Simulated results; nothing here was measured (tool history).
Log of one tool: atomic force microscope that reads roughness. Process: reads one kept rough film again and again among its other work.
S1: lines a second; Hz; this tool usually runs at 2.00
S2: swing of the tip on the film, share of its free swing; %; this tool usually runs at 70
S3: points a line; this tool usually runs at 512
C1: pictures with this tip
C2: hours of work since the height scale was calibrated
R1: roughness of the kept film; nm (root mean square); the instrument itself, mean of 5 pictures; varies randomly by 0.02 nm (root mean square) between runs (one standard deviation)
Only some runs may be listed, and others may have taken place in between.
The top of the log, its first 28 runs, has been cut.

run	hour	S1	S2	S3	C1	C2	R1
29	420.2	1.18	70	512	143	590	4.745
# hour 427.4: new tip fitted
30	437.0	1.27	77	512	15	599	4.885
31	447.6	0.69	78	662	32	605	5.022
32	458.4	0.96	73	431	48	611	4.977
33	471.3	2.07	83	512	68	618	4.409
34	485.1	2.07	83	512	90	626	4.318
35	500.5	2.00	70	925	114	635	4.677
36	516.1	1.94	56	301	138	643	4.788
37	524.6	1.94	56	893	152	648	4.833
# hour 526.8: new tip fitted
38	538.3	2.13	80	674	18	655	4.567
39	549.7	2.00	70	440	36	662	4.845
40	566.0	0.83	56	706	61	671	5.087
41	581.8	0.53	70	512	86	680	5.017
42	599.7	0.53	72	780	114	690	4.907
43	608.2	0.53	72	780	127	695	4.900
44	622.3	0.53	72	780	149	702	4.849
# hour 625.8: new tip fitted
45	630.7	2.00	70	375	8	707	4.924
46	649.1	2.07	59	512	37	717	5.024
47	664.2	2.07	56	290	60	726	4.994
48	672.4	0.67	70	267	73	730	4.978
49	685.8	0.67	70	267	94	738	4.897
50	699.4	2.00	78	512	115	745	4.446
51	708.2	0.58	64	301	129	750	4.921
# hour 724.3: new tip fitted
52	727.2	0.58	64	301	5	761	5.199

Consider 5 possible next runs. They are alternatives, not a sequence: every one starts from the tool as it was left by run 52. What does each give?
A	739.9	0.58	67	290	25	768	?
B	739.9	0.58	80	301	25	768	?
C	739.9	1.08	58	512	25	768	?
D	739.9	2.91	89	887	25	768	?
E	739.9	0.70	70	353	25	768	?

run	R1
A	5.138
B	5.034
C	5.188
D	3.966
E	5.114
Had the tool no hidden state, the same runs would have come out as:
run	R1
A	5.200
B	5.095
C	5.251
D	4.014
E	5.176
